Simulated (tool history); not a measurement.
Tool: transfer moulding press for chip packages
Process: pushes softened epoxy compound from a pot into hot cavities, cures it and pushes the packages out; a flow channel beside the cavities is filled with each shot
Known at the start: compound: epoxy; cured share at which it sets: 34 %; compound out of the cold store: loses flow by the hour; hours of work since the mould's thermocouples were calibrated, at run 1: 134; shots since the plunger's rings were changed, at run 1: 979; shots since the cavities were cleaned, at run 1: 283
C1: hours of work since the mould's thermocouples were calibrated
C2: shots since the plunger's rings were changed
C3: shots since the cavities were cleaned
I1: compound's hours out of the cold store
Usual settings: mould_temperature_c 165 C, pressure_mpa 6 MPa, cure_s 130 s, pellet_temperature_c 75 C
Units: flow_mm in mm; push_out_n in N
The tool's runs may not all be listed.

{"run": 1, "hour": 0.0, "mould_temperature_c": 165, "pressure_mpa": 6, "cure_s": 130, "pellet_temperature_c": 75, "C1": 134, "C2": 979, "C3": 283, "I1": 37.7, "flow_mm": 538, "push_out_n": 573}
{"run": 2, "hour": 15.8, "mould_temperature_c": 165, "pressure_mpa": 6, "cure_s": 130, "pellet_temperature_c": 75, "C1": 142, "C2": 1090, "C3": 394, "I1": 14.5, "flow_mm": 577, "push_out_n": 616}
{"run": 3, "hour": 30.2, "mould_temperature_c": 165, "pressure_mpa": 6, "cure_s": 130, "pellet_temperature_c": 65, "C1": 149, "C2": 1192, "C3": 496, "I1": 12.4, "flow_mm": 577, "push_out_n": 640}
{"run": 4, "hour": 45.8, "mould_temperature_c": 165, "pressure_mpa": 4.64, "cure_s": 130, "pellet_temperature_c": 75, "C1": 157, "C2": 1301, "C3": 605, "I1": 19.1, "flow_mm": 498, "push_out_n": 647}
{"hour": 53.1, "done": "cavities cleaned with cleaning compound and waxed"}
{"run": 5, "hour": 59.5, "mould_temperature_c": 165, "pressure_mpa": 4.64, "cure_s": 130, "pellet_temperature_c": 75, "C1": 163, "C2": 1388, "C3": 45, "I1": 27, "flow_mm": 484, "push_out_n": 464}
{"run": 6, "hour": 76.5, "mould_temperature_c": 165, "pressure_mpa": 6, "cure_s": 166, "pellet_temperature_c": 75, "C1": 171, "C2": 1507, "C3": 164, "I1": 33.8, "flow_mm": 532, "push_out_n": 443}
{"run": 7, "hour": 86.7, "mould_temperature_c": 165, "pressure_mpa": 6, "cure_s": 130, "pellet_temperature_c": 75, "C1": 177, "C2": 1579, "C3": 236, "I1": 33.5, "flow_mm": 542, "push_out_n": 536}
{"run": 8, "hour": 103.3, "mould_temperature_c": 165, "pressure_mpa": 6, "cure_s": 130, "pellet_temperature_c": 75, "C1": 185, "C2": 1696, "C3": 353, "I1": 20.8, "flow_mm": 554, "push_out_n": 581}
{"run": 9, "hour": 118.9, "mould_temperature_c": 165, "pressure_mpa": 6, "cure_s": 130, "pellet_temperature_c": 75, "C1": 193, "C2": 1805, "C3": 462, "I1": 37.3, "flow_mm": 531, "push_out_n": 619}
{"run": 10, "hour": 131.1, "mould_temperature_c": 165, "pressure_mpa": 6, "cure_s": 136, "pellet_temperature_c": 75, "C1": 199, "C2": 1891, "C3": 548, "I1": 28.1, "flow_mm": 546, "push_out_n": 587}
{"run": 11, "hour": 139.7, "mould_temperature_c": 165, "pressure_mpa": 6, "cure_s": 136, "pellet_temperature_c": 75, "C1": 203, "C2": 1952, "C3": 609, "I1": 30.6, "flow_mm": 535, "push_out_n": 613}
{"hour": 145.2, "done": "cavities cleaned with cleaning compound and waxed"}
{"run": 12, "hour": 149.7, "mould_temperature_c": 165, "pressure_mpa": 6, "cure_s": 136, "pellet_temperature_c": 75, "C1": 208, "C2": 2012, "C3": 32, "I1": 22.6, "flow_mm": 549, "push_out_n": 439}
{"run": 13, "hour": 161.3, "mould_temperature_c": 165, "pressure_mpa": 6, "cure_s": 136, "pellet_temperature_c": 75, "C1": 213, "C2": 2093, "C3": 113, "I1": 45.6, "flow_mm": 514, "push_out_n": 486}
{"run": 14, "hour": 169.2, "mould_temperature_c": 165, "pressure_mpa": 6, "cure_s": 130, "pellet_temperature_c": 75, "C1": 217, "C2": 2148, "C3": 168, "I1": 45.5, "flow_mm": 519, "push_out_n": 528}
{"run": 15, "hour": 180.5, "mould_temperature_c": 165, "pressure_mpa": 6, "cure_s": 130, "pellet_temperature_c": 75, "C1": 223, "C2": 2228, "C3": 248, "I1": 9.9, "flow_mm": 563, "push_out_n": 585}
{"run": 16, "hour": 197.3, "mould_temperature_c": 165, "pressure_mpa": 7.26, "cure_s": 130, "pellet_temperature_c": 66, "C1": 232, "C2": 2346, "C3": 366, "I1": 26.9, "flow_mm": 606, "push_out_n": 595}
{"run": 17, "hour": 205.3, "mould_temperature_c": 165, "pressure_mpa": 7.26, "cure_s": 130, "pellet_temperature_c": 66, "C1": 236, "C2": 2403, "C3": 423, "I1": 27.7, "flow_mm": 594, "push_out_n": 617}
{"run": 18, "hour": 221.6, "mould_temperature_c": 165, "pressure_mpa": 7.26, "cure_s": 130, "pellet_temperature_c": 66, "C1": 244, "C2": 2517, "C3": 537, "I1": 14.9, "flow_mm": 619, "push_out_n": 651}
{"run": 19, "hour": 235.5, "mould_temperature_c": 165, "pressure_mpa": 5.23, "cure_s": 146, "pellet_temperature_c": 83, "C1": 251, "C2": 2615, "C3": 635, "I1": 22.9, "flow_mm": 507, "push_out_n": 558}
{"hour": 238.0, "done": "cavities cleaned with cleaning compound and waxed"}
{"run": 20, "hour": 252.5, "mould_temperature_c": 165, "pressure_mpa": 6, "cure_s": 170, "pellet_temperature_c": 68, "C1": 259, "C2": 2724, "C3": 102, "I1": 46.3, "flow_mm": 509, "push_out_n": 440}
{"run": 21, "hour": 263.8, "mould_temperature_c": 165, "pressure_mpa": 4.79, "cure_s": 130, "pellet_temperature_c": 75, "C1": 264, "C2": 2803, "C3": 181, "I1": 30.8, "flow_mm": 471, "push_out_n": 539}
{"hour": 269.4, "done": "plunger's sealing rings changed"}
{"run": 22, "hour": 278.9, "mould_temperature_c": 165, "pressure_mpa": 4.79, "cure_s": 130, "pellet_temperature_c": 75, "C1": 271, "C2": 66, "C3": 270, "I1": 13.8, "flow_mm": 517, "push_out_n": 590}
{"run": 23, "hour": 290.2, "mould_temperature_c": 165, "pressure_mpa": 6, "cure_s": 130, "pellet_temperature_c": 79, "C1": 277, "C2": 146, "C3": 350, "I1": 39.6, "flow_mm": 545, "push_out_n": 579}
{"run": 24, "hour": 303.3, "mould_temperature_c": 165, "pressure_mpa": 6, "cure_s": 130, "pellet_temperature_c": 79, "C1": 283, "C2": 238, "C3": 442, "I1": 37.7, "flow_mm": 540, "push_out_n": 593}
{"run": 25, "hour": 317.6, "mould_temperature_c": 173, "pressure_mpa": 5.8, "cure_s": 130, "pellet_temperature_c": 73, "C1": 290, "C2": 339, "C3": 543, "I1": 34.4, "flow_mm": 526, "push_out_n": 510}
{"hour": 332.5, "done": "cavities cleaned with cleaning compound and waxed"}
{"run": 26, "hour": 336.4, "mould_temperature_c": 171, "pressure_mpa": 4.91, "cure_s": 130, "pellet_temperature_c": 82, "C1": 299, "C2": 460, "C3": 27, "I1": 28.9, "flow_mm": 493, "push_out_n": 398}
{"run": 27, "hour": 353.6, "mould_temperature_c": 171, "pressure_mpa": 4.91, "cure_s": 130, "pellet_temperature_c": 82, "C1": 308, "C2": 581, "C3": 148, "I1": 31.4, "flow_mm": 492, "push_out_n": 444}
{"run": 28, "hour": 365.0, "mould_temperature_c": 165, "pressure_mpa": 6.35, "cure_s": 130, "pellet_temperature_c": 75, "C1": 313, "C2": 661, "C3": 228, "I1": 13.4, "flow_mm": 593, "push_out_n": 545}
{"run": 29, "hour": 377.5, "mould_temperature_c": 165, "pressure_mpa": 6.35, "cure_s": 130, "pellet_temperature_c": 75, "C1": 320, "C2": 750, "C3": 317, "I1": 22.2, "flow_mm": 584, "push_out_n": 584}

4 ways to go on from here, each from the tool as it stands after run 29. What would each give?
{"run": "A", "hour": 392.8, "mould_temperature_c": 165, "pressure_mpa": 6.04, "cure_s": 130, "pellet_temperature_c": 84, "C1": 328, "C2": 857, "C3": 424, "I1": 24.9, "flow_mm": "?", "push_out_n": "?"}
{"run": "B", "hour": 392.8, "mould_temperature_c": 165, "pressure_mpa": 6.35, "cure_s": 116, "pellet_temperature_c": 75, "C1": 328, "C2": 857, "C3": 424, "I1": 41.2, "flow_mm": "?", "push_out_n": "?"}
{"run": "C", "hour": 392.8, "mould_temperature_c": 165, "pressure_mpa": 6.98, "cure_s": 130, "pellet_temperature_c": 75, "C1": 328, "C2": 857, "C3": 424, "I1": 9.2, "flow_mm": "?", "push_out_n": "?"}
{"run": "D", "hour": 392.8, "mould_temperature_c": 165, "pressure_mpa": 6.35, "cure_s": 130, "pellet_temperature_c": 74, "C1": 328, "C2": 857, "C3": 424, "I1": 36.2, "flow_mm": "?", "push_out_n": "?"}

run=A flow_mm=559 push_out_n=578
run=B flow_mm=543 push_out_n=672
run=C flow_mm=630 push_out_n=606
run=D flow_mm=551 push_out_n=586
Without the tool's hidden state the same runs would have given:
run=A flow_mm=569 push_out_n=454
run=B flow_mm=553 push_out_n=536
run=C flow_mm=641 push_out_n=477
run=D flow_mm=561 push_out_n=460

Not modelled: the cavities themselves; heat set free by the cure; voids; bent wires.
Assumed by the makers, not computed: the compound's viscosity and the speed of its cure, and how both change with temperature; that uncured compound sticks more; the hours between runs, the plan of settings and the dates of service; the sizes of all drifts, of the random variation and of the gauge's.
